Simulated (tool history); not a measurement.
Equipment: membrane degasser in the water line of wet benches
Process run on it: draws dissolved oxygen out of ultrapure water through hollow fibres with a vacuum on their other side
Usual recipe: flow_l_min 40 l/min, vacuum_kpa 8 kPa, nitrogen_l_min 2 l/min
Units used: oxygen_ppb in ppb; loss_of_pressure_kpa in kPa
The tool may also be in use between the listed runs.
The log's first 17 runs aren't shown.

run	day	flow_l_min	vacuum_kpa	nitrogen_l_min	oxygen_ppb	loss_of_pressure_kpa
18	98.617	40	8	4.72	131.7	35.41
19	103.458	44	8	5.48	140.7	39.24
20	111.421	40	10.32	4.62	183.3	35.32
21	117.179	43	7.14	1.39	299.1	38.23
# day 120.892: seals of the vacuum lines changed
22	125.383	43	7.14	1.39	306.3	38.33
23	131.504	43	7.14	1.39	304.6	38.57
24	136.225	40	8	3.23	176.3	35.85
25	142.167	40	8	3.23	177	35.87
26	149.712	46	4.83	3.23	114.2	40.85
27	154.488	43	10.87	3.96	241.3	38.17
# day 159.067: vacuum gauge calibrated
28	160.888	56	13.74	2.22	621.7	50.14
29	167.942	62	11.55	2.63	519.4	55.26
30	173.925	62	11.55	2.63	514.7	55.46
31	179.129	27	9.38	1.77	220.5	24.12
32	185.571	27	10.61	3.57	142.7	24.03

3 options for the next run, each taken on its own from the tool as it stands now. Forecast them:
A	193.229	28	10.61	1.36	?	?
B	193.229	36	16.14	4.06	?	?
C	193.229	27	10.45	2.37	?	?

run	oxygen_ppb	loss_of_pressure_kpa
A	342.9	24.95
B	290.8	32.28
C	202	23.99
With the hidden condition removed and each run's random variation left untouched, the same runs would have given:
run	oxygen_ppb	loss_of_pressure_kpa
A	336.9	24.4
B	285.4	31.57
C	197.7	23.46
